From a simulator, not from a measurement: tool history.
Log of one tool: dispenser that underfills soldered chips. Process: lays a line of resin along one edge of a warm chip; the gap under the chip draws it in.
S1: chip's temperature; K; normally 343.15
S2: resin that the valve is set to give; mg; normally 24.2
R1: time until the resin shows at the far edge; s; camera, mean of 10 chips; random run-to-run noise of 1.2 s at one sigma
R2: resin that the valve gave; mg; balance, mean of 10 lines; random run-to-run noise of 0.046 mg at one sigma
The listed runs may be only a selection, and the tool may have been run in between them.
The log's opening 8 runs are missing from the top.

run,day,S1,S2,R1,R2
# day 2.075: new syringe of resin
# day 2.142: dispensing valve cleaned and set on the balance
9,2.225,343.15,21.7,126.9,21.8
10,2.567,343.15,24.5,187.3,24.48
11,2.733,343.15,24.7,232.2,24.58
# day 2.779: new syringe of resin
12,2.988,343.15,24.7,139.1,24.55
13,3.262,353.15,24.2,124.6,23.91
# day 3.446: new syringe of resin
14,3.571,343.15,24.2,121.7,23.83
15,3.812,343.15,24.2,171.5,23.76
# day 4.125: new syringe of resin
16,4.125,343.15,24.2,108.7,23.57
17,4.421,343.15,24.2,155.8,23.46
# day 4.538: dispensing valve cleaned and set on the balance
18,4.729,343.15,24.2,216.8,24.08
# day 4.846: new syringe of resin
19,4.971,344.15,24.2,119.6,24.03
20,5.296,333.15,29.8,296.3,29.38
# day 5.521: new syringe of resin
21,5.529,345.15,27.2,97,26.83
22,5.783,331.15,27.2,265.2,26.73
23,6.021,331.15,27.2,367.4,26.51
# day 6.2: new syringe of resin
24,6.338,340.15,30.1,137,29.32
25,6.692,340.15,30.1,217.1,29.17
# day 6.862: new syringe of resin
# day 6.954: dispensing valve cleaned and set on the balance
26,6.983,341.15,26,126,26.05
27,7.312,349.15,28.8,128.3,28.74
# day 7.583: new syringe of resin
28,7.679,356.15,21.8,67.9,21.63
29,7.979,335.15,20.8,274.8,20.58
# day 8.262: new syringe of resin
30,8.312,331.15,29.2,199.1,28.62
31,8.625,330.15,25.9,309.2,25.32
32,8.808,330.15,25.9,386.1,25.4
# day 8.921: new syringe of resin
33,9.025,348.15,24.2,94.5,23.56

The next listed run, before its measurement:
# day 9.358: dispensing valve cleaned and set on the balance
34,9.412,351.15,24.3,?,?

R1: 126.8 s
R2: 24.3 mg
On a tool with no hidden condition, and with the same random variation, this run would have come out at R1 78.1 s, R2 24.34 mg.

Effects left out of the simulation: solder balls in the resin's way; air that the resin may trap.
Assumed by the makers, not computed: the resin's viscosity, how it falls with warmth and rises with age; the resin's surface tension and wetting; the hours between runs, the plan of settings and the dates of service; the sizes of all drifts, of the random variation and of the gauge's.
